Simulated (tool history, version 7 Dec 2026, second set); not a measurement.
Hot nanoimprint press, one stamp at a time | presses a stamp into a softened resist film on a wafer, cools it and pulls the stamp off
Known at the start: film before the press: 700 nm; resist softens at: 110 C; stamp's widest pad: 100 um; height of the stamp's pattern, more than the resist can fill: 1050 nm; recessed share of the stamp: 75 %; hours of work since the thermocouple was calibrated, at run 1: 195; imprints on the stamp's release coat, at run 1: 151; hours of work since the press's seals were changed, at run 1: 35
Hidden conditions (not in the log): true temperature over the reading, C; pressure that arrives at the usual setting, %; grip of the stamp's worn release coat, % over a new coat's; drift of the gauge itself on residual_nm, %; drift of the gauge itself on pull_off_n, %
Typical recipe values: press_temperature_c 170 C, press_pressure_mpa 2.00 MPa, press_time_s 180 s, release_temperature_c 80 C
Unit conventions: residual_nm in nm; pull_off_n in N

run   hour  press_temperature_c  press_pressure_mpa  press_time_s  release_temperature_c  hours of work since the thermocouple was calibrated  imprints on the stamp's release coat  hours of work since the press's seals were changed  residual_nm  pull_off_n
  1    0.0                  170                2.00           180                     80                                                  195                                   151                                                  35        337.0         141
  2    8.8                  170                2.00           180                     80                                                  200                                   176                                                  41        333.9         146
  3   18.0                  170                2.00           180                     80                                                  206                                   202                                                  47        336.7         144
  4   24.3                  170                2.00           180                     76                                                  211                                   219                                                  51        334.7         158
  5   30.7                  170                2.00           180                     76                                                  215                                   238                                                  56        337.5         162
  6   40.1                  170                2.00           180                     76                                                  221                                   264                                                  62        337.0         168
  7   45.1                  170                2.00           180                     80                                                  224                                   278                                                  65        338.0         145
  8   51.8                  170                2.00           180                     80                                                  229                                   297                                                  70        334.7         157
  9   56.8                  170                2.00           180                     80                                                  232                                   311                                                  73        336.2         152
 10   67.6                  170                2.00           180                     80                                                  239                                   341                                                  80        337.0         155
 11   74.5                  170                2.00           180                     80                                                  244                                   360                                                  85        339.1         153
 12   85.7                  170                1.24           180                     80                                                  251                                   392                                                  92        413.3         156
      89.3  -- plate thermocouple calibrated
 13   96.1                  170                1.24           180                     80                                                    4                                   413                                                  97        415.1         157
 14  103.5                  170                1.24           180                     80                                                    9                                   434                                                 102        412.5         157
 15  110.7                  170                2.50           180                     80                                                   14                                   454                                                 107        308.7         161
 16  115.9                  168                1.58           180                     80                                                   18                                   469                                                 110        412.8         166
 17  122.9                  169                1.51           145                     84                                                   22                                   488                                                 115        430.1         144
 18  131.0                  169                1.51           354                     69                                                   28                                   511                                                 120        320.2         215
 19  140.3                  178                1.90           243                     67                                                   34                                   537                                                 126        229.0         223
     144.3  -- plate thermocouple calibrated, once more
 20  151.8                  170                2.05           180                     87                                                    5                                   561                                                 132        325.2         131
 21  163.1                  170                2.05           180                     87                                                   12                                   593                                                 139        326.1         132
 22  174.1                  173                2.00           239                     80                                                   20                                   624                                                 146        260.5         167
 23  181.2                  170                2.00           339                     80                                                   24                                   644                                                 151        259.5         172
 24  192.4                  178                2.00           339                     87                                                   32                                   675                                                 159        184.6         139
 25  199.3                  172                2.00           180                     80                                                   36                                   695                                                 163        303.0         165
 26  207.4                  172                2.28           180                     80                                                   42                                   717                                                 168        287.6         172
 27  213.7                  163                2.00           135                     86                                                   46                                   735                                                 173        473.2         151
 28  220.3                  163                1.78           185                     86                                                   50                                   753                                                 177        446.4         150
 29  229.2                  159                2.00           350                     80                                                   56                                   779                                                 183        418.7         171
 30  237.7                  159                2.00           350                     80                                                   62                                   802                                                 189        416.3         179

Results for each run, recomputed without the tool's hidden state and with each run's random variation untouched:
run  residual_nm  pull_off_n
  1        329.8         131
  2        326.6         135
  3        329.0         131
  4        326.9         144
  5        329.5         146
  6        328.7         150
  7        329.5         129
  8        326.2         138
  9        327.4         133
 10        328.0         134
 11        329.8         131
 12        403.1         132
 13        398.4         131
 14        395.7         130
 15        293.2         132
 16        394.7         136
 17        412.2         117
 18        303.6         175
 19        217.6         179
 20        324.6         107
 21        325.1         106
 22        259.5         133
 23        258.2         136
 24        183.6         109
 25        301.1         128
 26        285.5         132
 27        470.4         116
 28        443.3         114
 29        415.0         130
 30        412.2         134
